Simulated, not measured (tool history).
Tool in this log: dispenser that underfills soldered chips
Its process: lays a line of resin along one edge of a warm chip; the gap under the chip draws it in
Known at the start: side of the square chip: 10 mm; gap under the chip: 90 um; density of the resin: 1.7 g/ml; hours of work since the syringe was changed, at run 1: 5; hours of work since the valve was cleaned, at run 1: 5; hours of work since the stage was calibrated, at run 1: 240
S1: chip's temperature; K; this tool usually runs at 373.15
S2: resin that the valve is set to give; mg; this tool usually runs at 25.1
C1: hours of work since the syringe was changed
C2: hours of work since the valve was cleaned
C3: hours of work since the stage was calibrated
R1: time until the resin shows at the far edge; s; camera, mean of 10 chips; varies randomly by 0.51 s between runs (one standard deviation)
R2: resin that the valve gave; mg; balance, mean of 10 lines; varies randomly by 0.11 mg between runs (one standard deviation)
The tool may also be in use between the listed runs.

run 1 day=0 | S1=373.15 S2=25.1 | C1=5 C2=5 C3=240 | R1=49 R2=25.01
-- day=0.129 new syringe of resin
run 2 day=0.288 | S1=373.15 S2=28.3 | C1=3 C2=10 C3=245 | R1=43.6 R2=28.08
-- day=0.558 new syringe of resin
run 3 day=0.633 | S1=373.15 S2=28.3 | C1=1 C2=16 C3=251 | R1=42.5 R2=27.9
run 4 day=0.867 | S1=373.15 S2=28.3 | C1=5 C2=20 C3=255 | R1=49.4 R2=27.89
-- day=0.983 new syringe of resin
run 5 day=1.071 | S1=373.15 S2=28.3 | C1=2 C2=24 C3=259 | R1=42.2 R2=28.06
run 6 day=1.333 | S1=373.15 S2=28.3 | C1=6 C2=28 C3=263 | R1=49.7 R2=27.81
-- day=1.417 new syringe of resin
run 7 day=1.592 | S1=373.15 S2=28.3 | C1=3 C2=33 C3=268 | R1=44.2 R2=27.71
run 8 day=1.788 | S1=387.15 S2=25.1 | C1=7 C2=36 C3=271 | R1=33 R2=24.56
-- day=1.838 new syringe of resin
run 9 day=1.971 | S1=373.15 S2=32.5 | C1=2 C2=39 C3=274 | R1=42.6 R2=31.88
run 10 day=2.217 | S1=373.15 S2=25.1 | C1=7 C2=44 C3=279 | R1=51.1 R2=24.66
-- day=2.258 new syringe of resin
run 11 day=2.404 | S1=373.15 S2=25.1 | C1=3 C2=47 C3=282 | R1=44.5 R2=24.6
-- day=2.688 new syringe of resin
run 12 day=2.75 | S1=373.15 S2=25.1 | C1=1 C2=53 C3=288 | R1=41.7 R2=24.44
run 13 day=3.058 | S1=381.15 S2=25.1 | C1=7 C2=58 C3=293 | R1=38.3 R2=24.26
-- day=3.108 new syringe of resin
run 14 day=3.412 | S1=386.15 S2=22.4 | C1=5 C2=64 C3=299 | R1=33.6 R2=21.68
-- day=3.538 new syringe of resin
run 15 day=3.675 | S1=385.15 S2=25.5 | C1=2 C2=69 C3=304 | R1=30.1 R2=24.5
run 16 day=3.9 | S1=371.15 S2=22.3 | C1=6 C2=73 C3=308 | R1=53.7 R2=21.43
-- day=3.954 new syringe of resin
run 17 day=4.058 | S1=386.15 S2=26.1 | C1=2 C2=75 C3=310 | R1=28.5 R2=24.94
run 18 day=4.25 | S1=385.15 S2=30.5 | C1=5 C2=79 C3=314 | R1=31.9 R2=29.19
-- day=4.396 new syringe of resin
run 19 day=4.471 | S1=385.15 S2=25.2 | C1=1 C2=82 C3=317 | R1=29.3 R2=24.23
-- day=4.746 dispensing valve cleaned and set on the balance
-- day=4.862 new syringe of resin
run 20 day=4.862 | S1=372.15 S2=26.4 | C1=0 C2=2 C3=323 | R1=41.3 R2=26.6
run 21 day=5.017 | S1=365.15 S2=26.4 | C1=3 C2=5 C3=326 | R1=55.8 R2=26.47
run 22 day=5.171 | S1=379.15 S2=28.5 | C1=5 C2=7 C3=329 | R1=39.9 R2=28.38
-- day=5.304 new syringe of resin
run 23 day=5.346 | S1=370.15 S2=29.6 | C1=1 C2=10 C3=332 | R1=44.8 R2=29.32
run 24 day=5.596 | S1=370.15 S2=29.3 | C1=5 C2=15 C3=336 | R1=51.1 R2=29
-- day=5.742 new syringe of resin
run 25 day=5.817 | S1=381.15 S2=21.9 | C1=1 C2=18 C3=340 | R1=33.4 R2=21.68

Same runs, no hidden state in the tool, same run-to-run variation:
Hidden conditions of the tool in this case: resin's viscosity, % of fresh resin's; dose that the valve gives, % of what is set; true chip temperature over the reading, C; drift of the gauge itself on fill_s, %; drift of the gauge itself on given_mg, %.
run=1 R1=42.3 R2=25.09
run=2 R1=40.5 R2=28.24
run=3 R1=41.5 R2=28.15
run=4 R1=42.1 R2=28.21
run=5 R1=41.9 R2=28.43
run=6 R1=42.2 R2=28.24
run=7 R1=41.1 R2=28.2
run=8 R1=27.2 R2=25.04
run=9 R1=40.7 R2=32.55
run=10 R1=42.2 R2=25.24
run=11 R1=42 R2=25.22
run=12 R1=42.7 R2=25.12
run=13 R1=32.5 R2=25.01
run=14 R1=28.7 R2=22.42
run=15 R1=28.9 R2=25.41
run=16 R1=45.1 R2=22.26
run=17 R1=28.3 R2=25.94
run=18 R1=28.3 R2=30.41
run=19 R1=29.3 R2=25.3
run=20 R1=43.1 R2=26.61
run=21 R1=53.2 R2=26.51
run=22 R1=34.6 R2=28.47
run=23 R1=45.7 R2=29.46
run=24 R1=44.9 R2=29.21
run=25 R1=33.2 R2=21.88

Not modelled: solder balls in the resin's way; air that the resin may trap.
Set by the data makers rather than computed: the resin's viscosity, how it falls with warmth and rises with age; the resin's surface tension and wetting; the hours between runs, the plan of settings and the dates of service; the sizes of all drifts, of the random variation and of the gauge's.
